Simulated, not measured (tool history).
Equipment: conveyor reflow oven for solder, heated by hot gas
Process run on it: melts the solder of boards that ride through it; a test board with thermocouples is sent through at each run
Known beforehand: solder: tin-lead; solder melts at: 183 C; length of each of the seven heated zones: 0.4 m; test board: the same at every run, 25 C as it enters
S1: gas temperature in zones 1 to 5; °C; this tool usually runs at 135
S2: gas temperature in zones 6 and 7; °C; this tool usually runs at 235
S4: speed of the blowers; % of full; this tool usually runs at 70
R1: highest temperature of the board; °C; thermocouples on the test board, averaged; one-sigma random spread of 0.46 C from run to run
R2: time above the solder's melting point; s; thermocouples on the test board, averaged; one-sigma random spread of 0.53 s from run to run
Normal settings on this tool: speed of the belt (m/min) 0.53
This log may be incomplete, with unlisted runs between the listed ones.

{"run": 1, "hour": 0.0, "S1": 135, "S2": 235, "speed of the belt (m/min)": 0.53, "S4": 70, "R1": 216.4, "R2": 66.3}
{"run": 2, "hour": 25.6, "S1": 135, "S2": 235, "speed of the belt (m/min)": 0.53, "S4": 70, "R1": 215.7, "R2": 66.6}
{"run": 3, "hour": 57.6, "S1": 135, "S2": 235, "speed of the belt (m/min)": 0.53, "S4": 70, "R1": 215.4, "R2": 66.5}
{"run": 4, "hour": 86.1, "S1": 135, "S2": 235, "speed of the belt (m/min)": 0.53, "S4": 65, "R1": 215.2, "R2": 65.6}
{"run": 5, "hour": 114.2, "S1": 135, "S2": 235, "speed of the belt (m/min)": 0.53, "S4": 70, "R1": 215.6, "R2": 66.1}
{"run": 6, "hour": 145.4, "S1": 135, "S2": 235, "speed of the belt (m/min)": 0.53, "S4": 70, "R1": 215.6, "R2": 64.8}
{"run": 7, "hour": 175.0, "S1": 135, "S2": 235, "speed of the belt (m/min)": 0.53, "S4": 70, "R1": 214.3, "R2": 65}
{"run": 8, "hour": 194.1, "S1": 135, "S2": 235, "speed of the belt (m/min)": 0.53, "S4": 70, "R1": 214.4, "R2": 64.3}
{"run": 9, "hour": 212.0, "S1": 135, "S2": 235, "speed of the belt (m/min)": 0.53, "S4": 70, "R1": 215, "R2": 64.5}
{"run": 10, "hour": 238.9, "S1": 132, "S2": 235, "speed of the belt (m/min)": 0.53, "S4": 70, "R1": 214.4, "R2": 62.1}
{"run": 11, "hour": 270.4, "S1": 132, "S2": 235, "speed of the belt (m/min)": 0.53, "S4": 70, "R1": 214.3, "R2": 62.8}
{"hour": 286.9, "done": "flux residue cleaned out of gas plates and filters"}
{"run": 12, "hour": 299.0, "S1": 132, "S2": 235, "speed of the belt (m/min)": 0.53, "S4": 70, "R1": 212, "R2": 61.2}
{"run": 13, "hour": 315.7, "S1": 132, "S2": 235, "speed of the belt (m/min)": 0.53, "S4": 70, "R1": 212.8, "R2": 60.2}
{"run": 14, "hour": 332.2, "S1": 132, "S2": 235, "speed of the belt (m/min)": 0.53, "S4": 70, "R1": 212.5, "R2": 60.2}
{"hour": 350.4, "done": "flux residue cleaned out of gas plates and filters, once more"}
{"run": 15, "hour": 353.7, "S1": 132, "S2": 235, "speed of the belt (m/min)": 0.53, "S4": 70, "R1": 216, "R2": 65.6}
{"run": 16, "hour": 371.6, "S1": 132, "S2": 235, "speed of the belt (m/min)": 0.53, "S4": 70, "R1": 216.5, "R2": 66.1}
{"run": 17, "hour": 385.7, "S1": 126, "S2": 235, "speed of the belt (m/min)": 0.582, "S4": 64, "R1": 210.9, "R2": 51}
{"run": 18, "hour": 410.6, "S1": 126, "S2": 235, "speed of the belt (m/min)": 0.582, "S4": 64, "R1": 210.1, "R2": 50.8}
{"run": 19, "hour": 426.0, "S1": 131, "S2": 227, "speed of the belt (m/min)": 0.545, "S4": 75, "R1": 210.5, "R2": 55.6}
{"run": 20, "hour": 446.5, "S1": 146, "S2": 246, "speed of the belt (m/min)": 0.469, "S4": 63, "R1": 230, "R2": 94.3}
{"run": 21, "hour": 472.4, "S1": 146, "S2": 246, "speed of the belt (m/min)": 0.469, "S4": 63, "R1": 230.9, "R2": 93.9}
{"run": 22, "hour": 488.8, "S1": 146, "S2": 246, "speed of the belt (m/min)": 0.469, "S4": 63, "R1": 230.3, "R2": 93.1}
{"run": 23, "hour": 507.5, "S1": 146, "S2": 246, "speed of the belt (m/min)": 0.469, "S4": 63, "R1": 229.2, "R2": 94.5}
{"run": 24, "hour": 526.7, "S1": 127, "S2": 225, "speed of the belt (m/min)": 0.554, "S4": 73, "R1": 204.6, "R2": 49.2}
{"run": 25, "hour": 551.3, "S1": 135, "S2": 232, "speed of the belt (m/min)": 0.53, "S4": 70, "R1": 213.1, "R2": 64.4}
{"run": 26, "hour": 568.8, "S1": 135, "S2": 232, "speed of the belt (m/min)": 0.53, "S4": 70, "R1": 214, "R2": 64.5}
{"run": 27, "hour": 597.3, "S1": 135, "S2": 232, "speed of the belt (m/min)": 0.53, "S4": 70, "R1": 213, "R2": 63.9}
{"run": 28, "hour": 616.1, "S1": 135, "S2": 232, "speed of the belt (m/min)": 0.53, "S4": 70, "R1": 213.3, "R2": 62.5}
{"run": 29, "hour": 636.0, "S1": 124, "S2": 241, "speed of the belt (m/min)": 0.618, "S4": 56, "R1": 208, "R2": 44}
{"run": 30, "hour": 652.6, "S1": 124, "S2": 241, "speed of the belt (m/min)": 0.618, "S4": 56, "R1": 208.3, "R2": 43.8}
{"run": 31, "hour": 665.7, "S1": 124, "S2": 244, "speed of the belt (m/min)": 0.441, "S4": 55, "R1": 224.8, "R2": 84.8}

Forecast each of these 4 alternatives for the next run:
{"run": "A", "hour": 681.6, "S1": 135, "S2": 235, "speed of the belt (m/min)": 0.496, "S4": 59, "R1": "?", "R2": "?"}
{"run": "B", "hour": 681.6, "S1": 135, "S2": 235, "speed of the belt (m/min)": 0.454, "S4": 89, "R1": "?", "R2": "?"}
{"run": "C", "hour": 681.6, "S1": 129, "S2": 235, "speed of the belt (m/min)": 0.516, "S4": 80, "R1": "?", "R2": "?"}
{"run": "D", "hour": 681.6, "S1": 121, "S2": 244, "speed of the belt (m/min)": 0.441, "S4": 55, "R1": "?", "R2": "?"}

run=A R1=215.4 R2=70.6
run=B R1=222.7 R2=85.9
run=C R1=216.6 R2=67
run=D R1=223.9 R2=82
Had the tool no hidden state, the same runs would have come out as:
run=A R1=217.7 R2=71.9
run=B R1=225.2 R2=86.5
run=C R1=219.3 R2=68.5
run=D R1=226.2 R2=82.8

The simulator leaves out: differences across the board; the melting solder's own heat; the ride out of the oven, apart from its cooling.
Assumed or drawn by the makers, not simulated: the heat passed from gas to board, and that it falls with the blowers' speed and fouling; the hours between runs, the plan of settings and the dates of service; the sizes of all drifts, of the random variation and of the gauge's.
